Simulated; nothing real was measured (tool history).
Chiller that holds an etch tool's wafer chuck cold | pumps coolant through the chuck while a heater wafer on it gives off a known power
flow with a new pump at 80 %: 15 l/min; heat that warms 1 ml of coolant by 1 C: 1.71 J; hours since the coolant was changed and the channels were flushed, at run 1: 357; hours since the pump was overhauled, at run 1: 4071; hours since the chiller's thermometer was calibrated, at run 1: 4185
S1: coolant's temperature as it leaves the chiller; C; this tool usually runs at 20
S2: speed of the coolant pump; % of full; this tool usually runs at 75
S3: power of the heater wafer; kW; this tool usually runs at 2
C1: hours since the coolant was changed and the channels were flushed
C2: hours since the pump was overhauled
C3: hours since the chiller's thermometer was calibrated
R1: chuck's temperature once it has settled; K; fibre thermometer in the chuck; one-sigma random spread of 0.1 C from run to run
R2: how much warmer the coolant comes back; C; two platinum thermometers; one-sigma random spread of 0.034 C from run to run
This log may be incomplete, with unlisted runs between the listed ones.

{"run": 1, "hour": 0.0, "S1": 20, "S2": 75, "S3": 2, "C1": 357, "C2": 4071, "C3": 4185, "R1": 308.05, "R2": 6}
{"run": 2, "hour": 113.3, "S1": 20, "S2": 75, "S3": 2, "C1": 470, "C2": 4185, "C3": 4299, "R1": 308.35, "R2": 5.98}
{"run": 3, "hour": 223.8, "S1": 20, "S2": 75, "S3": 1.94, "C1": 581, "C2": 4295, "C3": 4409, "R1": 307.85, "R2": 5.87}
{"run": 4, "hour": 306.9, "S1": 20, "S2": 75, "S3": 2, "C1": 664, "C2": 4378, "C3": 4492, "R1": 308.55, "R2": 6.04}
{"run": 5, "hour": 417.9, "S1": 20, "S2": 75, "S3": 2, "C1": 775, "C2": 4489, "C3": 4603, "R1": 308.55, "R2": 6.13}
{"run": 6, "hour": 504.1, "S1": 20, "S2": 75, "S3": 2, "C1": 861, "C2": 4576, "C3": 4689, "R1": 308.85, "R2": 6.19}
{"hour": 547.9, "done": "chiller's thermometer calibrated"}
{"run": 7, "hour": 569.3, "S1": 20, "S2": 75, "S3": 2.719, "C1": 926, "C2": 4640, "C3": 21, "R1": 315.05, "R2": 8.37}
{"run": 8, "hour": 655.0, "S1": 20, "S2": 66, "S3": 2, "C1": 1011, "C2": 4725, "C3": 107, "R1": 311.05, "R2": 7.06}
{"hour": 728.1, "done": "coolant pump overhauled"}
{"run": 9, "hour": 770.2, "S1": 20, "S2": 66, "S3": 2, "C1": 1121, "C2": 42, "C3": 217, "R1": 308.55, "R2": 5.66}
{"run": 10, "hour": 835.7, "S1": 20, "S2": 66, "S3": 2, "C1": 1187, "C2": 108, "C3": 283, "R1": 308.85, "R2": 5.74}
{"run": 11, "hour": 897.3, "S1": 20, "S2": 66, "S3": 2, "C1": 1249, "C2": 169, "C3": 344, "R1": 308.75, "R2": 5.73}
{"run": 12, "hour": 974.9, "S1": 20, "S2": 66, "S3": 2.106, "C1": 1326, "C2": 247, "C3": 422, "R1": 309.65, "R2": 6.08}
{"run": 13, "hour": 1027.9, "S1": 20, "S2": 75, "S3": 2, "C1": 1379, "C2": 300, "C3": 475, "R1": 307.55, "R2": 5.06}
{"run": 14, "hour": 1081.1, "S1": 11, "S2": 70, "S3": 1.495, "C1": 1432, "C2": 353, "C3": 528, "R1": 295.35, "R2": 4.07}
{"run": 15, "hour": 1153.0, "S1": 17, "S2": 75, "S3": 1.206, "C1": 1504, "C2": 425, "C3": 600, "R1": 298.65, "R2": 3.04}
{"run": 16, "hour": 1207.8, "S1": 17, "S2": 75, "S3": 1.206, "C1": 1559, "C2": 480, "C3": 655, "R1": 298.75, "R2": 3.02}
{"run": 17, "hour": 1300.8, "S1": 12, "S2": 67, "S3": 1.958, "C1": 1652, "C2": 573, "C3": 748, "R1": 300.65, "R2": 5.68}
{"run": 18, "hour": 1359.6, "S1": 12, "S2": 67, "S3": 1.958, "C1": 1711, "C2": 632, "C3": 807, "R1": 300.55, "R2": 5.61}
{"run": 19, "hour": 1459.3, "S1": 10, "S2": 71, "S3": 1.785, "C1": 1811, "C2": 731, "C3": 906, "R1": 296.75, "R2": 4.82}
{"run": 20, "hour": 1530.2, "S1": 10, "S2": 71, "S3": 1.785, "C1": 1881, "C2": 802, "C3": 977, "R1": 296.85, "R2": 4.87}
{"run": 21, "hour": 1600.8, "S1": 20, "S2": 75, "S3": 2.868, "C1": 1952, "C2": 873, "C3": 1048, "R1": 314.55, "R2": 7.31}
{"run": 22, "hour": 1704.0, "S1": 20, "S2": 79, "S3": 2.465, "C1": 2055, "C2": 976, "C3": 1151, "R1": 311.15, "R2": 6.02}
{"run": 23, "hour": 1780.0, "S1": 12, "S2": 92, "S3": 2.676, "C1": 2131, "C2": 1052, "C3": 1227, "R1": 302.75, "R2": 5.64}
{"run": 24, "hour": 1838.1, "S1": 11, "S2": 82, "S3": 2.557, "C1": 2189, "C2": 1110, "C3": 1285, "R1": 302.55, "R2": 6.06}
{"run": 25, "hour": 1952.8, "S1": 18, "S2": 87, "S3": 1.513, "C1": 2304, "C2": 1225, "C3": 1400, "R1": 301.45, "R2": 3.43}

Consider 5 possible next runs. They are alternatives, not a sequence: every one starts from the tool as it was left by run 25. What does each give?
{"run": "A", "hour": 2039.8, "S1": 18, "S2": 91, "S3": 1.876, "C1": 2391, "C2": 1312, "C3": 1487, "R1": "?", "R2": "?"}
{"run": "B", "hour": 2039.8, "S1": 15, "S2": 86, "S3": 2, "C1": 2391, "C2": 1312, "C3": 1487, "R1": "?", "R2": "?"}
{"run": "C", "hour": 2039.8, "S1": 12, "S2": 75, "S3": 2, "C1": 2391, "C2": 1312, "C3": 1487, "R1": "?", "R2": "?"}
{"run": "D", "hour": 2039.8, "S1": 17, "S2": 75, "S3": 1.758, "C1": 2391, "C2": 1312, "C3": 1487, "R1": "?", "R2": "?"}
{"run": "E", "hour": 2039.8, "S1": 18, "S2": 95, "S3": 1.265, "C1": 2391, "C2": 1312, "C3": 1487, "R1": "?", "R2": "?"}

run=A R1=303.55 R2=4.07
run=B R1=302.15 R2=4.55
run=C R1=300.55 R2=5.22
run=D R1=303.55 R2=4.61
run=E R1=299.35 R2=2.57
Without the tool's unlogged condition, the same runs would have read:
run=A R1=301.85 R2=3.89
run=B R1=300.15 R2=4.35
run=C R1=298.45 R2=4.98
run=D R1=301.65 R2=4.4
run=E R1=298.35 R2=2.46
